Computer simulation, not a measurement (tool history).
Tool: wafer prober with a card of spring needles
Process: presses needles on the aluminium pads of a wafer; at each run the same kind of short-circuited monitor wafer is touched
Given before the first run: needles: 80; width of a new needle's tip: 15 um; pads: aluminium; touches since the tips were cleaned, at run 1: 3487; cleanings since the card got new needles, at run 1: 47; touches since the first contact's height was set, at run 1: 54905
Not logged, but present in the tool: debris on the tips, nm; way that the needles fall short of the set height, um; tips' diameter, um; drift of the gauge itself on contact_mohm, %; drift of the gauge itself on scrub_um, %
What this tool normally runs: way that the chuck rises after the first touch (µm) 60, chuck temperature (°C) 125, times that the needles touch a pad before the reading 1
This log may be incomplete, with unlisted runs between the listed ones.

run,hour,way that the chuck rises after the first touch (µm),chuck temperature (°C),times that the needles touch a pad before the reading,touches since the tips were cleaned,cleanings since the card got new needles,touches since the first contact's height was set,resistance of one needle with its contact and lead (mohm),way that a needle slides on the pad (µm)
1,0,60,125,1,3487,47,54905,210,11.86
# hour 10.2: tips cleaned on abrasive film
# hour 27.1: tips cleaned on abrasive film
2,34.5,60,125,1,3943,49,73190,212,11.85
# hour 42.8: tips cleaned on abrasive film
# hour 61.7: tips cleaned on abrasive film
3,66.9,60,125,1,2759,51,90338,214,11.88
# hour 71.7: height of the first contact set anew
# hour 77.7: tips cleaned on abrasive film
# hour 93.6: tips cleaned on abrasive film
4,93.6,60,125,1,0,53,11548,212,11.89
# hour 109.9: tips cleaned on abrasive film
5,121.8,60,125,1,6322,54,26474,213,11.91
# hour 129.3: tips cleaned on abrasive film
# hour 145.8: tips cleaned on abrasive film
# hour 162.8: tips cleaned on abrasive film
6,165,60,69,1,1171,57,49342,200,11.89
# hour 180.4: tips cleaned on abrasive film
7,189,60,69,1,4552,58,62061,199,11.89
# hour 196.2: tips cleaned on abrasive film
8,207.3,60,125,1,5935,59,71782,219,11.92
# hour 213.1: tips cleaned on abrasive film
# hour 230.2: tips cleaned on abrasive film
9,230.2,60,125,1,0,61,83893,213,11.91
# hour 246.4: tips cleaned on abrasive film
# hour 246.7: height of the first contact set anew
10,258.6,60,31,1,6366,62,6366,191,11.9
# hour 263.6: tips cleaned on abrasive film
# hour 281.7: tips cleaned on abrasive film
# hour 297.6: tips cleaned on abrasive film
11,298.4,60,31,1,392,65,27379,190,11.94
# hour 316.2: tips cleaned on abrasive film
# hour 333.5: tips cleaned on abrasive film
12,335.5,65,125,1,1068,67,47032,210,12.92
# hour 349.1: tips cleaned on abrasive film
# hour 366.2: tips cleaned on abrasive film
13,373.9,65,125,1,4068,69,67381,212,12.95
# hour 383.6: tips cleaned on abrasive film
# hour 400: tips cleaned on abrasive film
# hour 415.7: tips cleaned on abrasive film
14,415.7,65,125,1,0,72,89494,212,12.91
# hour 422.7: height of the first contact set anew
# hour 433: tips cleaned on abrasive film
# hour 449.8: tips cleaned on abrasive film
15,458.8,49,125,1,4813,74,19133,219,9.79
# hour 468.9: tips cleaned on abrasive film
16,476.8,49,125,1,4242,75,28688,218,9.78
# hour 486.5: tips cleaned on abrasive film
# hour 504.1: tips cleaned on abrasive film
17,512.5,73,125,2,4496,77,47587,208,14.56
# hour 520: tips cleaned on abrasive film
# hour 537.9: tips cleaned on abrasive film
18,548.1,72,29,2,5417,79,66424,189,14.37
# hour 555.1: tips cleaned on abrasive film
19,568.5,50,29,2,7109,80,77243,193,9.97
# hour 571.3: tips cleaned on abrasive film
# hour 587: tips cleaned on abrasive film
20,591.9,50,79,1,2623,82,89611,203,9.99
# hour 597: height of the first contact set anew
# hour 604.3: tips cleaned on abrasive film
# hour 620.3: tips cleaned on abrasive film
21,635.1,67,44,2,7891,84,20168,196,13.38
# hour 637.4: tips cleaned on abrasive film
# hour 653.3: tips cleaned on abrasive film
22,665.6,60,41,1,6556,86,36323,195,12.01
# hour 669.6: tips cleaned on abrasive film
# hour 687: tips cleaned on abrasive film
# hour 703.4: tips cleaned on abrasive film
23,703.4,60,118,2,0,89,56290,210,12.02
# hour 721.3: tips cleaned on abrasive film
24,727.1,60,118,2,3068,90,68870,214,12.02
# hour 738.9: tips cleaned on abrasive film
25,750,60,118,2,5908,91,81004,213,12.02
# hour 756.5: tips cleaned on abrasive film
# hour 773.8: tips cleaned on abrasive film
# hour 774.1: height of the first contact set anew
26,784.2,41,125,3,5363,93,5363,221,8.2
# hour 790.2: tips cleaned on abrasive film
# hour 806: tips cleaned on abrasive film
27,808.7,41,125,3,1465,95,18346,218,8.21
# hour 822.7: tips cleaned on abrasive film
# hour 839: tips cleaned on abrasive film
28,844.3,65,31,1,2829,97,37166,189,13.05
# hour 856: tips cleaned on abrasive film
29,863.9,65,31,1,4245,98,47583,189,13.04

A few steps of way that a needle slides on the pad (µm) between consecutive runs. Split each: what settings, incoming material and random variation would produce without the hidden state, and what is left over for the hidden state, along with gauge scatter present in only one of the two compared results (measured, and without hidden state):
Run 16 -> 17: way that the chuck rises after the first touch (µm) 49 -> 73, times that the needles touch a pad before the reading 1 -> 2, tips cleaned on abrasive film, tips cleaned on abrasive film. way that a needle slides on the pad (µm) +4.78: hidden state +0.05, all else +4.73.
Run 27 -> 28: way that the chuck rises after the first touch (µm) 41 -> 65, chuck temperature (°C) 125 -> 31, times that the needles touch a pad before the reading 3 -> 1, tips cleaned on abrasive film, tips cleaned on abrasive film. way that a needle slides on the pad (µm) +4.84: hidden state +0.06, all else +4.78.

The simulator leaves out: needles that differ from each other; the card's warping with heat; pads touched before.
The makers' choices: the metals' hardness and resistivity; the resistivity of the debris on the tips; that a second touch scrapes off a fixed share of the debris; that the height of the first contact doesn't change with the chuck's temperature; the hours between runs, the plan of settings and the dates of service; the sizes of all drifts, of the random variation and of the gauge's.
